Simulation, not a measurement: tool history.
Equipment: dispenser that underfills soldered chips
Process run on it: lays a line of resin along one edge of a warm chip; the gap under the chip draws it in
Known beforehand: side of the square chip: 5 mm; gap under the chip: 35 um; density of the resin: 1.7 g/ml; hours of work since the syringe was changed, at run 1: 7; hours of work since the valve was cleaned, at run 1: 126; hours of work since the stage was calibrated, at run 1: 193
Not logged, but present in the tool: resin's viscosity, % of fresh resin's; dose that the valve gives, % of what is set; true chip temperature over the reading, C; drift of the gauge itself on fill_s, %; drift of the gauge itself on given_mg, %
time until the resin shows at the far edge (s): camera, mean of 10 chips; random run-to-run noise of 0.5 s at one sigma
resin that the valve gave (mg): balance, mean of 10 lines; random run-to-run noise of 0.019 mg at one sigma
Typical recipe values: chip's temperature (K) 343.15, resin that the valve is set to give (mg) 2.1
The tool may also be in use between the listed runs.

run	hour	chip's temperature (K)	resin that the valve is set to give (mg)	hours of work since the syringe was changed	hours of work since the valve was cleaned	hours of work since the stage was calibrated	time until the resin shows at the far edge (s)	resin that the valve gave (mg)
1	0	343.15	2.1	7	126	193	54.4	1.91
2	5.8	343.15	2.08	10	130	196	66.5	1.9
# hour 7.3: new syringe of resin
3	11.6	343.15	2.1	3	133	200	44.4	1.95
4	18	343.15	2.1	7	137	204	55.3	1.91
# hour 25.5: new syringe of resin
5	25.5	343.15	2.1	0	142	209	39.3	1.91
6	29.5	343.15	1.94	3	144	211	46.2	1.75
# hour 32.4: dispensing valve cleaned and set on the balance
7	37.7	343.15	1.94	7	3	216	56.5	1.92
8	42.6	343.15	1.94	10	7	219	64.6	1.96
# hour 44.3: new syringe of resin
9	52.5	343.15	2.1	5	13	225	50.1	2.03
10	59.4	341.15	2.1	10	17	230	68.8	2.07
# hour 62: new syringe of resin
11	69	343.15	2.1	5	23	236	48.7	2.07
12	78.2	343.15	2.1	10	29	241	64.1	2.04
# hour 80.2: new syringe of resin
13	88.1	341.15	2.1	5	35	248	53.6	2.01
14	95.9	343.15	2.1	10	40	253	61.5	2.01
# hour 98.2: new syringe of resin
15	100.7	343.15	2.1	2	43	256	40.7	2.04
16	106.1	343.15	2.1	5	47	259	50.4	2
17	113.8	343.15	2.1	10	52	264	63	2
# hour 116.1: new syringe of resin
18	123.2	329.15	2.1	5	57	270	82.4	2.01
19	129	329.15	2.1	8	61	274	101.5	2.04
# hour 134.4: new syringe of resin
20	137.9	329.15	1.88	2	67	279	80.3	1.8
21	142.7	329.15	1.88	5	70	282	95.3	1.79
22	148.3	333.15	2.51	9	73	286	91.4	2.38
# hour 152: new syringe of resin
23	152.9	342.15	2.31	1	76	288	40.7	2.21
24	159.3	342.15	2.31	5	80	293	49	2.15
25	167.6	342.15	2.31	10	86	298	64.4	2.16
# hour 169.9: new syringe of resin
26	177.7	342.15	2.31	5	92	304	49.4	2.15
27	186.4	346.15	2.44	11	97	310	54.4	2.3
# hour 187.7: new syringe of resin
28	190.7	339.15	2.56	2	100	312	47.9	2.38
29	196.1	356.15	1.95	5	104	316	31.4	1.84
30	201.4	338.15	2.1	9	107	319	73.6	1.94
# hour 205.9: new syringe of resin
31	207.8	338.15	2.1	1	111	323	50.3	1.97
32	212.6	338.15	2.1	4	114	326	57.1	1.92
33	217.4	338.15	2.1	7	117	329	67.7	1.92
# hour 223.5: new syringe of resin
34	224.3	338.15	2.1	1	121	334	47.4	1.9
35	228.7	351.15	2.32	3	124	337	32.2	2.14

Forecast each of these 3 alternatives for the next run:
A	234.4	346.15	2.1	7	128	340	?	?
B	234.4	336.15	2.29	7	128	340	?	?
C	234.4	337.15	2.7	7	128	340	?	?

run	time until the resin shows at the far edge (s)	resin that the valve gave (mg)
A	48.2	1.89
B	69.8	2.05
C	64.4	2.47
What these runs would have given with no unlogged condition in the tool:
run	time until the resin shows at the far edge (s)	resin that the valve gave (mg)
A	36.2	2.09
B	52.7	2.26
C	49.1	2.72
